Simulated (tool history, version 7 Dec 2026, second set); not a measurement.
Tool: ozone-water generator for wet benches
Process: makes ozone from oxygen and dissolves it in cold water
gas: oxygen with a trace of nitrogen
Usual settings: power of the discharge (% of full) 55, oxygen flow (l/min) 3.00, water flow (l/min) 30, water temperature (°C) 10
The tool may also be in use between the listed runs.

run,hour,power of the discharge (% of full),oxygen flow (l/min),water flow (l/min),water temperature (°C),dissolved ozone (ppm),ozone in the gas ahead of the water (g/m3)
1,0.0,55,3.00,30,10,7.2,133.4
2,46.7,83,3.00,30,10,9.2,169.3
3,90.5,55,3.00,30,10,7.4,132.7
4,140.9,55,3.00,30,10,7.3,132.1
5,192.4,55,3.00,30,10,7.0,131.8
6,270.6,55,3.00,30,10,7.4,132.8
7,313.6,55,3.00,43,10,4.5,132.7
8,366.6,55,3.00,20,10,11.1,133.5
9,414.0,55,5.36,30,10,8.3,97.2
10,455.7,55,5.36,30,10,8.3,97.9
11,494.4,61,1.60,33,11,5.5,195.0
12,571.5,61,1.60,33,11,5.8,197.3
13,657.9,61,1.60,33,11,5.5,196.9
14,718.0,61,1.60,33,11,5.6,195.1
15,777.4,61,1.60,33,11,5.5,195.4
16,838.1,73,3.00,30,7,8.7,158.2
17,890.2,71,3.00,30,10,8.4,155.3
18,968.0,57,2.57,30,9,7.1,146.4

Forecast each of these 3 alternatives for the next run:
A,1036.9,57,3.44,30,9,?,?
B,1036.9,57,2.57,30,5,?,?
C,1036.9,56,3.00,30,17,?,?

run,dissolved ozone (ppm),ozone in the gas ahead of the water (g/m3)
A,7.7,125.9
B,7.3,148.4
C,6.8,135.0
Without the tool's hidden state the same runs would have given:
run,dissolved ozone (ppm),ozone in the gas ahead of the water (g/m3)
A,7.7,126.0
B,7.3,148.5
C,6.8,135.0
